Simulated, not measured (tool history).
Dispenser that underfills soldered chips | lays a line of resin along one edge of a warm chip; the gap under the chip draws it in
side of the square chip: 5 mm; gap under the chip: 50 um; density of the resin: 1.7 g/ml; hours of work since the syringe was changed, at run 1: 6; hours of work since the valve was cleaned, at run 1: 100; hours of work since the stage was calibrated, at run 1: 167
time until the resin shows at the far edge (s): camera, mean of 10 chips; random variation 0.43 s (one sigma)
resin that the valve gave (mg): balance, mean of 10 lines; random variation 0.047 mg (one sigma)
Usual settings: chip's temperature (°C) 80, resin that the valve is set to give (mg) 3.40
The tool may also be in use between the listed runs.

run,day,chip's temperature (°C),resin that the valve is set to give (mg),hours of work since the syringe was changed,hours of work since the valve was cleaned,hours of work since the stage was calibrated,time until the resin shows at the far edge (s),resin that the valve gave (mg)
1,0.000,80,3.40,6,100,167,43.4,3.04
# day 0.142: new syringe of resin
2,0.492,80,3.40,5,108,175,42.5,2.95
# day 0.662: new syringe of resin
3,0.962,80,3.40,5,115,182,39.6,3.03
# day 1.179: new syringe of resin
4,1.179,71,3.40,0,118,185,47.9,2.98
5,1.467,71,3.40,5,123,190,61.5,3.01
# day 1.725: new syringe of resin
6,1.771,71,3.40,1,127,194,48.7,2.91
# day 2.088: dispensing valve cleaned and set on the balance
7,2.096,71,3.40,5,0,199,61.3,3.41
# day 2.325: new syringe of resin
8,2.550,71,3.40,4,7,206,55.0,3.39
# day 2.842: new syringe of resin
9,3.029,71,3.40,3,14,213,54.0,3.35
# day 3.371: new syringe of resin
10,3.383,80,3.36,0,20,218,30.2,3.33
11,3.692,80,3.36,5,25,223,40.4,3.33
# day 3.917: new syringe of resin
12,4.167,93,3.36,4,32,230,20.9,3.25
# day 4.454: new syringe of resin
13,4.579,70,4.22,2,38,237,52.2,4.13
# day 4.992: new syringe of resin
14,5.017,78,3.41,0,45,243,32.9,3.27
15,5.246,78,3.63,4,48,247,40.1,3.38
16,5.471,70,3.40,7,52,250,72.8,3.28
# day 5.517: new syringe of resin
17,5.788,70,3.40,4,57,255,59.9,3.20
# day 6.042: new syringe of resin
18,6.275,75,3.40,4,64,263,45.2,3.25
# day 6.575: new syringe of resin
19,6.654,93,3.11,1,70,268,18.3,2.85
20,7.054,72,4.29,7,76,275,64.5,3.96
# day 7.096: new syringe of resin
21,7.454,83,4.21,6,82,281,36.3,3.85
# day 7.612: new syringe of resin
22,7.896,76,4.32,4,89,287,44.5,3.93
# day 8.154: new syringe of resin
23,8.154,88,3.46,0,93,291,20.6,3.07

5 ways to go on from here, each from the tool as it stands after run 23. What would each give?
A,8.604,92,3.33,7,100,298,?,?
B,8.604,76,2.91,7,100,298,?,?
C,8.604,80,4.05,7,100,298,?,?
D,8.604,78,3.46,7,100,298,?,?
E,8.604,80,3.42,7,100,298,?,?

run,time until the resin shows at the far edge (s),resin that the valve gave (mg)
A,26.1,3.02
B,56.4,2.59
C,43.8,3.61
D,48.2,3.16
E,45.2,3.03
Without the tool's hidden state the same runs would have given:
run,time until the resin shows at the far edge (s),resin that the valve gave (mg)
A,18.3,3.35
B,39.2,2.88
C,31.0,4.01
D,34.0,3.50
E,31.8,3.37
